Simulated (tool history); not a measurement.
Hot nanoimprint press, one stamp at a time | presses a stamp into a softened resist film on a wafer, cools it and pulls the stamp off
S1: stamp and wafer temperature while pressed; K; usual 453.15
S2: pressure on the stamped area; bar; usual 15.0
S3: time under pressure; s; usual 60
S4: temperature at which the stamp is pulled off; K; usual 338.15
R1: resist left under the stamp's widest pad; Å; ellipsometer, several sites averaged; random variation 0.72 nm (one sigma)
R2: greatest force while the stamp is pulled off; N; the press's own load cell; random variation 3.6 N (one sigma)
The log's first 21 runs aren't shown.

run,hour,S1,S2,S3,S4,R1,R2
22,538.8,458.15,22.2,36,338.15,1549,183
23,561.1,458.15,15.0,39,338.15,1869,175
24,577.3,458.15,16.2,39,338.15,1800,177
25,604.8,458.15,16.2,39,338.15,1790,171
26,622.2,449.15,19.2,92,323.15,1714,241
27,648.2,449.15,10.4,92,329.15,2305,218
28,664.9,452.15,24.0,32,341.15,1895,160
29,682.1,454.15,24.0,91,329.15,1258,214
30,714.5,454.15,24.0,91,329.15,1260,221

4 ways to go on from here, each from the tool as it stands after run 30. What would each give?
A,747.3,454.15,24.0,79,335.15,?,?
B,747.3,453.15,13.5,60,334.15,?,?
C,747.3,454.15,14.6,92,330.15,?,?
D,747.3,442.15,24.0,91,329.15,?,?

run,R1,R2
A,1324,193
B,2039,192
C,1657,215
D,2001,208
Without the tool's hidden state the same runs would have given:
run,R1,R2
A,1324,191
B,2040,190
C,1657,213
D,2001,206
